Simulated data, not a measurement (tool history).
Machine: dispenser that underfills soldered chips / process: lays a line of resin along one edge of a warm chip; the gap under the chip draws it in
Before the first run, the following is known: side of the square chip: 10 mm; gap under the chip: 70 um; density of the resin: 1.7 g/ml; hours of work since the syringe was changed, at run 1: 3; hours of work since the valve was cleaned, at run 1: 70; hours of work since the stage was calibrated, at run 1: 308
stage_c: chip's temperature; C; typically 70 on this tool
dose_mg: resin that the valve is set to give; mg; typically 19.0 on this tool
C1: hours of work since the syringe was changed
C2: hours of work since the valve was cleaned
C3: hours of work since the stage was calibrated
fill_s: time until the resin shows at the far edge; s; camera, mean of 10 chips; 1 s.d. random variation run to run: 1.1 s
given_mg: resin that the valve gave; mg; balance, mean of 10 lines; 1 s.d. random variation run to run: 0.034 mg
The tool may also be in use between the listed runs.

run 1 hour=0.0 | stage_c=70 dose_mg=19.0 | C1=3 C2=70 C3=308 | fill_s=128.5 given_mg=18.61
-- hour=5.4 dispensing valve cleaned and set on the balance
-- hour=9.5 new syringe of resin
run 2 hour=9.5 | stage_c=70 dose_mg=19.0 | C1=0 C2=2 C3=313 | fill_s=94.4 given_mg=19.06
run 3 hour=21.7 | stage_c=70 dose_mg=24.2 | C1=8 C2=10 C3=320 | fill_s=175.6 given_mg=24.20
-- hour=22.8 new syringe of resin
run 4 hour=30.4 | stage_c=70 dose_mg=19.0 | C1=5 C2=15 C3=326 | fill_s=143.1 given_mg=18.94
-- hour=36.2 new syringe of resin
run 5 hour=44.9 | stage_c=70 dose_mg=19.0 | C1=5 C2=24 C3=334 | fill_s=153.8 given_mg=18.83
-- hour=50.0 new syringe of resin
run 6 hour=55.2 | stage_c=70 dose_mg=19.0 | C1=3 C2=30 C3=340 | fill_s=126.7 given_mg=18.79
-- hour=63.5 new syringe of resin
run 7 hour=67.9 | stage_c=70 dose_mg=23.7 | C1=3 C2=37 C3=348 | fill_s=119.6 given_mg=23.38
run 8 hour=75.3 | stage_c=70 dose_mg=21.1 | C1=7 C2=42 C3=353 | fill_s=172.9 given_mg=20.80
-- hour=76.3 new syringe of resin
run 9 hour=82.4 | stage_c=59 dose_mg=21.1 | C1=4 C2=46 C3=357 | fill_s=193.2 given_mg=20.76
-- hour=89.6 new syringe of resin
run 10 hour=92.0 | stage_c=59 dose_mg=21.1 | C1=2 C2=52 C3=362 | fill_s=157.7 given_mg=20.66
run 11 hour=100.5 | stage_c=59 dose_mg=21.1 | C1=7 C2=57 C3=368 | fill_s=246.6 given_mg=20.66
-- hour=102.8 new syringe of resin
run 12 hour=111.8 | stage_c=62 dose_mg=19.0 | C1=6 C2=64 C3=374 | fill_s=196.8 given_mg=18.56
-- hour=115.8 new syringe of resin
run 13 hour=125.5 | stage_c=62 dose_mg=16.4 | C1=6 C2=72 C3=383 | fill_s=208.6 given_mg=15.95
-- hour=128.9 dispensing valve cleaned and set on the balance
-- hour=129.8 new syringe of resin
run 14 hour=134.8 | stage_c=62 dose_mg=16.4 | C1=3 C2=3 C3=388 | fill_s=165.1 given_mg=16.40
-- hour=142.9 new syringe of resin
run 15 hour=148.1 | stage_c=70 dose_mg=19.0 | C1=3 C2=11 C3=396 | fill_s=120.4 given_mg=18.99
run 16 hour=154.7 | stage_c=56 dose_mg=19.0 | C1=7 C2=16 C3=400 | fill_s=280.0 given_mg=18.97
-- hour=156.3 new syringe of resin
run 17 hour=168.1 | stage_c=56 dose_mg=19.0 | C1=7 C2=24 C3=408 | fill_s=282.9 given_mg=18.95
-- hour=169.8 new syringe of resin
run 18 hour=181.4 | stage_c=78 dose_mg=22.7 | C1=7 C2=32 C3=416 | fill_s=130.9 given_mg=22.54
-- hour=182.9 new syringe of resin
run 19 hour=195.2 | stage_c=70 dose_mg=17.1 | C1=8 C2=40 C3=424 | fill_s=180.5 given_mg=16.94

Expected results for the next run?
-- hour=196.8 new syringe of resin
-- hour=198.8 stage's temperature calibrated
run 20 hour=205.2 | stage_c=70 dose_mg=17.1 | C1=5 C2=45 C3=4 | fill_s=? given_mg=?

{"run 20": {"fill_s": 158.4, "given_mg": 16.89}}
Without the tool's hidden state the same run would have given fill_s 108.2 s, given_mg 17.12 mg.
